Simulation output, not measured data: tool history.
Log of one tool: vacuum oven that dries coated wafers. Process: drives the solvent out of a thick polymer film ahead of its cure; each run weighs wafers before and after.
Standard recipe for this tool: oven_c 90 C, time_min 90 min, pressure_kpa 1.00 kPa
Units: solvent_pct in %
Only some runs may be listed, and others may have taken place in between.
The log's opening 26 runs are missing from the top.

{"hour": 1317.6, "done": "oven's thermocouples calibrated, once more"}
{"run": 27, "hour": 1326.8, "oven_c": 90, "time_min": 110, "pressure_kpa": 1.0, "solvent_pct": 3.96}
{"run": 28, "hour": 1365.6, "oven_c": 98, "time_min": 110, "pressure_kpa": 1.58, "solvent_pct": 1.98}
{"run": 29, "hour": 1413.7, "oven_c": 80, "time_min": 122, "pressure_kpa": 1.0, "solvent_pct": 7.43}
{"run": 30, "hour": 1469.5, "oven_c": 80, "time_min": 122, "pressure_kpa": 1.0, "solvent_pct": 7.41}
{"run": 31, "hour": 1533.0, "oven_c": 98, "time_min": 67, "pressure_kpa": 2.38, "solvent_pct": 4.25}
{"run": 32, "hour": 1577.3, "oven_c": 98, "time_min": 67, "pressure_kpa": 2.38, "solvent_pct": 4.22}
{"run": 33, "hour": 1635.6, "oven_c": 104, "time_min": 63, "pressure_kpa": 2.38, "solvent_pct": 2.69}
{"hour": 1648.7, "done": "vacuum gauge cleaned of residue and calibrated"}
{"run": 34, "hour": 1683.6, "oven_c": 104, "time_min": 63, "pressure_kpa": 2.38, "solvent_pct": 2.5}
{"run": 35, "hour": 1745.0, "oven_c": 88, "time_min": 58, "pressure_kpa": 2.9, "solvent_pct": 9.04}
{"run": 36, "hour": 1817.2, "oven_c": 105, "time_min": 52, "pressure_kpa": 1.0, "solvent_pct": 2.5}
{"run": 37, "hour": 1889.7, "oven_c": 90, "time_min": 54, "pressure_kpa": 1.55, "solvent_pct": 8.02}
{"run": 38, "hour": 1955.4, "oven_c": 90, "time_min": 54, "pressure_kpa": 1.55, "solvent_pct": 8.05}
{"run": 39, "hour": 2006.2, "oven_c": 90, "time_min": 54, "pressure_kpa": 1.55, "solvent_pct": 8.02}
{"run": 40, "hour": 2050.0, "oven_c": 90, "time_min": 90, "pressure_kpa": 1.71, "solvent_pct": 5.05}
{"run": 41, "hour": 2110.4, "oven_c": 89, "time_min": 52, "pressure_kpa": 1.13, "solvent_pct": 8.32}
{"run": 42, "hour": 2168.3, "oven_c": 92, "time_min": 134, "pressure_kpa": 1.13, "solvent_pct": 2.17}
{"run": 43, "hour": 2203.3, "oven_c": 100, "time_min": 56, "pressure_kpa": 3.28, "solvent_pct": 4.46}
{"run": 44, "hour": 2251.7, "oven_c": 90, "time_min": 97, "pressure_kpa": 1.0, "solvent_pct": 4.24}
{"run": 45, "hour": 2313.6, "oven_c": 98, "time_min": 134, "pressure_kpa": 1.11, "solvent_pct": 1.04}
{"run": 46, "hour": 2385.4, "oven_c": 98, "time_min": 134, "pressure_kpa": 1.11, "solvent_pct": 1.05}

Predict each of these 3 candidate next runs independently; none follows another, all start after run 46:
{"run": "A", "hour": 2426.6, "oven_c": 90, "time_min": 59, "pressure_kpa": 1.0, "solvent_pct": "?"}
{"run": "B", "hour": 2426.6, "oven_c": 93, "time_min": 90, "pressure_kpa": 1.0, "solvent_pct": "?"}
{"run": "C", "hour": 2426.6, "oven_c": 90, "time_min": 90, "pressure_kpa": 0.83, "solvent_pct": "?"}

run=A solvent_pct=7.10
run=B solvent_pct=3.51
run=C solvent_pct=4.53
The same runs, with their run-to-run variation unchanged, on a tool lacking any hidden condition would have given:
run=A solvent_pct=7.36
run=B solvent_pct=3.72
run=C solvent_pct=4.76
